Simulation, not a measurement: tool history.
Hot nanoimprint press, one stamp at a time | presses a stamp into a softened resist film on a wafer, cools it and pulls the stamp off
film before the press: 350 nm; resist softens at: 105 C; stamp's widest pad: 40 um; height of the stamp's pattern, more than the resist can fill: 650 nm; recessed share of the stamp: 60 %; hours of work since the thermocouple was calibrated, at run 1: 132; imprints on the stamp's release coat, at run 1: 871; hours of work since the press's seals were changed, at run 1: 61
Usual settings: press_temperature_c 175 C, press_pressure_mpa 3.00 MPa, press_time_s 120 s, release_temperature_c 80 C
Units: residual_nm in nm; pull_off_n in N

run,day,press_temperature_c,press_pressure_mpa,press_time_s,release_temperature_c,hours of work since the thermocouple was calibrated,imprints on the stamp's release coat,hours of work since the press's seals were changed,residual_nm,pull_off_n
1,0.000,175,3.00,120,80,132,871,61,121.3,181
2,0.425,175,3.00,120,80,137,889,66,121.7,185
3,0.642,175,3.00,120,80,139,899,68,121.9,178
4,1.071,175,3.00,120,80,144,917,73,122.2,182
5,1.342,175,3.00,120,80,146,929,76,121.6,183
6,1.683,175,3.00,120,80,150,943,79,121.5,185
7,2.096,175,3.00,120,69,155,961,84,121.4,241
# day 2.517: stamp cleaned and given a new release coat
8,2.617,175,3.00,120,80,157,4,87,121.7,152
9,2.875,175,3.00,120,80,160,15,90,121.7,151
10,3.104,175,3.00,128,80,163,25,92,117.8,150
11,3.321,175,1.92,61,80,165,34,94,191.8,149
12,3.658,175,2.64,178,85,169,49,98,110.4,125
13,4.088,164,4.28,120,80,173,67,103,157.3,147
14,4.300,175,3.99,120,80,176,76,105,105.7,149
15,4.512,165,3.11,122,80,178,85,107,172.3,148
16,4.946,169,3.00,177,82,182,104,112,129.4,141
17,5.296,169,2.15,106,82,186,119,116,182.9,142
18,5.529,169,2.15,106,82,189,129,118,182.7,144

5 ways to go on from here, each from the tool as it stands after run 18. What would each give?
A,5.971,175,3.91,120,66,193,148,123,?,?
B,5.971,180,2.52,174,82,193,148,123,?,?
C,5.971,175,4.33,120,71,193,148,123,?,?
D,5.971,182,2.15,106,82,193,148,123,?,?
E,5.971,181,2.15,168,82,193,148,123,?,?

run,residual_nm,pull_off_n
A,106.4,208
B,93.1,147
C,101.1,187
D,116.6,140
E,100.1,139
Without the tool's hidden state the same runs would have given:
run,residual_nm,pull_off_n
A,109.6,205
B,96.0,145
C,104.0,184
D,120.0,139
E,103.2,138
